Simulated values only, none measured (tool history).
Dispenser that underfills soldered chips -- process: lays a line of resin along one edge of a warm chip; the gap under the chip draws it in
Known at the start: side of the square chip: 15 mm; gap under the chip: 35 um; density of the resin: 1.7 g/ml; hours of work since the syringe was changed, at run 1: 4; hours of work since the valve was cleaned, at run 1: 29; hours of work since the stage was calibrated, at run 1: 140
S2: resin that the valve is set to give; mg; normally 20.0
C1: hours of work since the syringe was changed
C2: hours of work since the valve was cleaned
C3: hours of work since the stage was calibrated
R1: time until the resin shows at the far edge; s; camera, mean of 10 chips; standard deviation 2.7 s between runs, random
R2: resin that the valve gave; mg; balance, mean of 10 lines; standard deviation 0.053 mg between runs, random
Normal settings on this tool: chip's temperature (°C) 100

Run 1, day 0.000: usual settings; C1 4; C2 29; C3 140. Result: R1 321.5 s, R2 19.59 mg.
At day 0.092: new syringe of resin.
Run 2, day 0.300: usual settings; C1 4; C2 34; C3 145. Result: R1 325.7 s, R2 19.41 mg.
At day 0.388: new syringe of resin.
At day 0.675: new syringe of resin.
Run 3, day 0.800: usual settings; C1 2; C2 43; C3 154. Result: R1 304.0 s, R2 19.34 mg.
At day 0.971: new syringe of resin.
Run 4, day 1.162: usual settings but S2 19.4 mg; C1 4; C2 49; C3 160. Result: R1 326.3 s, R2 18.69 mg.
At day 1.267: new syringe of resin.
Run 5, day 1.383: usual settings but S2 19.4 mg; C1 2; C2 53; C3 164. Result: R1 301.8 s, R2 18.57 mg.
At day 1.462: dispensing valve cleaned and set on the balance.
At day 1.621: new syringe of resin.
Run 6, day 1.892: usual settings but S2 19.4 mg; C1 5; C2 8; C3 172. Result: R1 337.6 s, R2 19.23 mg.
At day 1.938: new syringe of resin.
Run 7, day 2.125: usual settings but S2 19.4 mg; C1 3; C2 12; C3 176. Result: R1 333.3 s, R2 19.18 mg.
At day 2.233: new syringe of resin.
Run 8, day 2.333: usual settings but chip's temperature (°C) 93; C1 2; C2 15; C3 180. Result: R1 363.2 s, R2 19.71 mg.
At day 2.538: new syringe of resin.
Run 9, day 2.771: usual settings but chip's temperature (°C) 93; C1 4; C2 23; C3 188. Result: R1 393.0 s, R2 19.58 mg.
At day 2.842: new syringe of resin.
Run 10, day 3.058: usual settings; C1 4; C2 28; C3 193. Result: R1 321.3 s, R2 19.57 mg.
At day 3.138: new syringe of resin.
At day 3.446: new syringe of resin.
Run 11, day 3.496: usual settings but chip's temperature (°C) 113; C1 1; C2 36; C3 200. Result: R1 206.4 s, R2 19.45 mg.
At day 3.746: new syringe of resin.
Run 12, day 3.892: usual settings; C1 3; C2 43; C3 207. Result: R1 308.2 s, R2 19.25 mg.
At day 4.046: new syringe of resin.
Run 13, day 4.233: usual settings; C1 3; C2 49; C3 213. Result: R1 322.4 s, R2 19.18 mg.
At day 4.362: new syringe of resin.
At day 4.592: dispensing valve cleaned and set on the balance.
Run 14, day 4.600: usual settings; C1 4; C2 0; C3 219. Result: R1 318.5 s, R2 20.02 mg.
At day 4.712: new syringe of resin.
At day 5.004: new syringe of resin.
Run 15, day 5.071: usual settings; C1 1; C2 8; C3 227. Result: R1 288.4 s, R2 19.91 mg.
At day 5.321: new syringe of resin.
Run 16, day 5.488: usual settings; C1 3; C2 16; C3 235. Result: R1 316.1 s, R2 19.65 mg.
At day 5.625: new syringe of resin.
Run 17, day 5.838: usual settings; C1 4; C2 22; C3 241. Result: R1 321.0 s, R2 19.65 mg.

Expected results for the next run?
At day 5.954: new syringe of resin.
Run 18, day 6.142: usual settings but chip's temperature (°C) 102, S2 24.3 mg; C1 3; C2 27; C3 246. Result: R1 ?, R2 ?.

R1: 301.2 s
R2: 23.73 mg
With the hidden condition absent and the run-to-run variation left alone, this run would have shown R1 247.0 s, R2 24.28 mg.
